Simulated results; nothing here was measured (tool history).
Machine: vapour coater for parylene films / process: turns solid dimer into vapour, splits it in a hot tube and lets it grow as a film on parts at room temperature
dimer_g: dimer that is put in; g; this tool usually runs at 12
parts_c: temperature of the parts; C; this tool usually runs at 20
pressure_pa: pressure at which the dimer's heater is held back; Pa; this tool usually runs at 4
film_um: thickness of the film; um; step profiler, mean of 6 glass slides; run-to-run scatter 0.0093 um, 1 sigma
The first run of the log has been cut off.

run   hour  dimer_g  parts_c  pressure_pa  hours of work since the trap's valve was overhauled  hours of work since the table's thermometer was calibrated  film_um
  2   12.1       12       20            4                                                  477                                                         156    1.807
  3   30.2       12       20            4                                                  491                                                         170    1.783
  4   44.1       12       20            4                                                  501                                                         181    1.766
  5   52.7       12       20            4                                                  508                                                         187    1.776
  6     61       12       20            4                                                  514                                                         194    1.769
  7   74.9       12       20            4                                                  525                                                         204     1.78
  8   92.9       12       20            4                                                  539                                                         218    1.774
  9  108.5       12       13            4                                                  551                                                         230    2.272
 10  124.4       12       20            4                                                  563                                                         243    1.755
 11  134.1       12       20            4                                                  571                                                         250     1.77
 12  145.7       12       20            4                                                  580                                                         259    1.776
 13  163.3       12       20            4                                                  594                                                         273    1.774
 14  175.1       12       20            4                                                  603                                                         282    1.768
 15  188.6       12       24            4                                                  613                                                         292    1.536
 16  198.5       12       24            4                                                  621                                                         300    1.514
 17  209.2       12       24            4                                                  629                                                         308     1.52
 18  227.3       12       24            4                                                  643                                                         322    1.521
 19  234.9       12       24            4                                                  649                                                         328    1.518
 20  245.4       12       24            4                                                  657                                                         336     1.53
 21  256.4       12       24            4                                                  666                                                         345    1.535
       272  -- trap's valve overhauled
 22    272        9       20        10.61                                                    0                                                         354    1.128

Run 23 comes next. What will it give?
 23  281.5       12       20         3.88                                                    7                                                         361        ?

{"run 23": {"film_um": 1.764}}
With the hidden condition absent and the run-to-run variation left alone, this run would have shown film_um 1.797 um.

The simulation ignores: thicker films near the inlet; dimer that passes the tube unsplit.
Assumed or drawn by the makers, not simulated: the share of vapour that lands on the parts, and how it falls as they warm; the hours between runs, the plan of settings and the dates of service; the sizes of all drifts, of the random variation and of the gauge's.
